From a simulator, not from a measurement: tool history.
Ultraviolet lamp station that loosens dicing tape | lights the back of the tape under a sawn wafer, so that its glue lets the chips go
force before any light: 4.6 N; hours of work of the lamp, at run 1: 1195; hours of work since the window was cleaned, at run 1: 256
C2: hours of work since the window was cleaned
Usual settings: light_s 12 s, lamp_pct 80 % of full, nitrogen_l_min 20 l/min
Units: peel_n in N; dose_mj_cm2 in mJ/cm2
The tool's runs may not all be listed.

{"run": 1, "hour": 0.0, "light_s": 12, "lamp_pct": 80, "nitrogen_l_min": 20, "hours of work of the lamp": 1195, "C2": 256, "peel_n": 0.57, "dose_mj_cm2": 349}
{"hour": 67.0, "done": "lamp changed"}
{"run": 2, "hour": 87.7, "light_s": 12, "lamp_pct": 80, "nitrogen_l_min": 20, "hours of work of the lamp": 15, "C2": 319, "peel_n": 0.576, "dose_mj_cm2": 348}
{"run": 3, "hour": 163.0, "light_s": 12, "lamp_pct": 80, "nitrogen_l_min": 20, "hours of work of the lamp": 69, "C2": 373, "peel_n": 0.558, "dose_mj_cm2": 351}
{"run": 4, "hour": 214.7, "light_s": 12, "lamp_pct": 80, "nitrogen_l_min": 20, "hours of work of the lamp": 106, "C2": 410, "peel_n": 0.559, "dose_mj_cm2": 347}
{"run": 5, "hour": 266.5, "light_s": 12, "lamp_pct": 80, "nitrogen_l_min": 20, "hours of work of the lamp": 144, "C2": 448, "peel_n": 0.563, "dose_mj_cm2": 351}
{"run": 6, "hour": 343.2, "light_s": 12, "lamp_pct": 80, "nitrogen_l_min": 20, "hours of work of the lamp": 199, "C2": 503, "peel_n": 0.583, "dose_mj_cm2": 349}
{"run": 7, "hour": 390.5, "light_s": 12, "lamp_pct": 80, "nitrogen_l_min": 15, "hours of work of the lamp": 233, "C2": 537, "peel_n": 0.65, "dose_mj_cm2": 347}
{"hour": 411.7, "done": "window cleaned of glue's vapour"}
{"run": 8, "hour": 454.7, "light_s": 12, "lamp_pct": 80, "nitrogen_l_min": 15, "hours of work of the lamp": 279, "C2": 31, "peel_n": 0.634, "dose_mj_cm2": 353}
{"run": 9, "hour": 528.4, "light_s": 8, "lamp_pct": 80, "nitrogen_l_min": 20, "hours of work of the lamp": 332, "C2": 84, "peel_n": 1.055, "dose_mj_cm2": 230}
{"run": 10, "hour": 605.7, "light_s": 12, "lamp_pct": 68, "nitrogen_l_min": 20, "hours of work of the lamp": 388, "C2": 140, "peel_n": 0.703, "dose_mj_cm2": 301}
{"run": 11, "hour": 656.9, "light_s": 8, "lamp_pct": 68, "nitrogen_l_min": 20, "hours of work of the lamp": 425, "C2": 177, "peel_n": 1.321, "dose_mj_cm2": 198}
{"run": 12, "hour": 701.2, "light_s": 9, "lamp_pct": 80, "nitrogen_l_min": 20, "hours of work of the lamp": 457, "C2": 209, "peel_n": 0.887, "dose_mj_cm2": 258}
{"run": 13, "hour": 782.7, "light_s": 9, "lamp_pct": 80, "nitrogen_l_min": 20, "hours of work of the lamp": 515, "C2": 267, "peel_n": 0.951, "dose_mj_cm2": 261}
{"run": 14, "hour": 842.5, "light_s": 9, "lamp_pct": 80, "nitrogen_l_min": 20, "hours of work of the lamp": 559, "C2": 310, "peel_n": 0.874, "dose_mj_cm2": 264}
{"run": 15, "hour": 898.7, "light_s": 9, "lamp_pct": 80, "nitrogen_l_min": 20, "hours of work of the lamp": 599, "C2": 351, "peel_n": 0.916, "dose_mj_cm2": 263}
{"run": 16, "hour": 984.8, "light_s": 17, "lamp_pct": 80, "nitrogen_l_min": 31, "hours of work of the lamp": 661, "C2": 413, "peel_n": 0.255, "dose_mj_cm2": 493}
{"run": 17, "hour": 1034.3, "light_s": 17, "lamp_pct": 80, "nitrogen_l_min": 31, "hours of work of the lamp": 697, "C2": 449, "peel_n": 0.269, "dose_mj_cm2": 492}
{"run": 18, "hour": 1075.1, "light_s": 9, "lamp_pct": 80, "nitrogen_l_min": 14, "hours of work of the lamp": 726, "C2": 478, "peel_n": 1.033, "dose_mj_cm2": 263}
{"run": 19, "hour": 1130.4, "light_s": 12, "lamp_pct": 75, "nitrogen_l_min": 14, "hours of work of the lamp": 766, "C2": 518, "peel_n": 0.728, "dose_mj_cm2": 327}
{"hour": 1176.0, "done": "window cleaned of glue's vapour"}
{"run": 20, "hour": 1194.9, "light_s": 12, "lamp_pct": 80, "nitrogen_l_min": 20, "hours of work of the lamp": 812, "C2": 14, "peel_n": 0.565, "dose_mj_cm2": 355}
{"run": 21, "hour": 1275.5, "light_s": 12, "lamp_pct": 80, "nitrogen_l_min": 20, "hours of work of the lamp": 870, "C2": 72, "peel_n": 0.557, "dose_mj_cm2": 350}
{"run": 22, "hour": 1314.1, "light_s": 10, "lamp_pct": 80, "nitrogen_l_min": 20, "hours of work of the lamp": 898, "C2": 99, "peel_n": 0.778, "dose_mj_cm2": 293}
{"run": 23, "hour": 1389.2, "light_s": 24, "lamp_pct": 80, "nitrogen_l_min": 20, "hours of work of the lamp": 952, "C2": 154, "peel_n": 0.201, "dose_mj_cm2": 701}
{"run": 24, "hour": 1478.7, "light_s": 24, "lamp_pct": 80, "nitrogen_l_min": 20, "hours of work of the lamp": 1017, "C2": 218, "peel_n": 0.196, "dose_mj_cm2": 696}
{"run": 25, "hour": 1546.7, "light_s": 15, "lamp_pct": 99, "nitrogen_l_min": 25, "hours of work of the lamp": 1066, "C2": 267, "peel_n": 0.253, "dose_mj_cm2": 537}

How the hidden state differs across the entries between the runs, from the last listed run before each to the first after it:
Between runs 1 and 2: lamp changed (hour 67.0)
  lamp's light, % of a new lamp's: 99.8 -> 100
Between runs 7 and 8: window cleaned of glue's vapour (hour 411.7)
  light that the window lets through, % of a clean one's: 99.9 -> 100
Between runs 19 and 20: window cleaned of glue's vapour (hour 1176.0)
  light that the window lets through, % of a clean one's: 99.9 -> 100
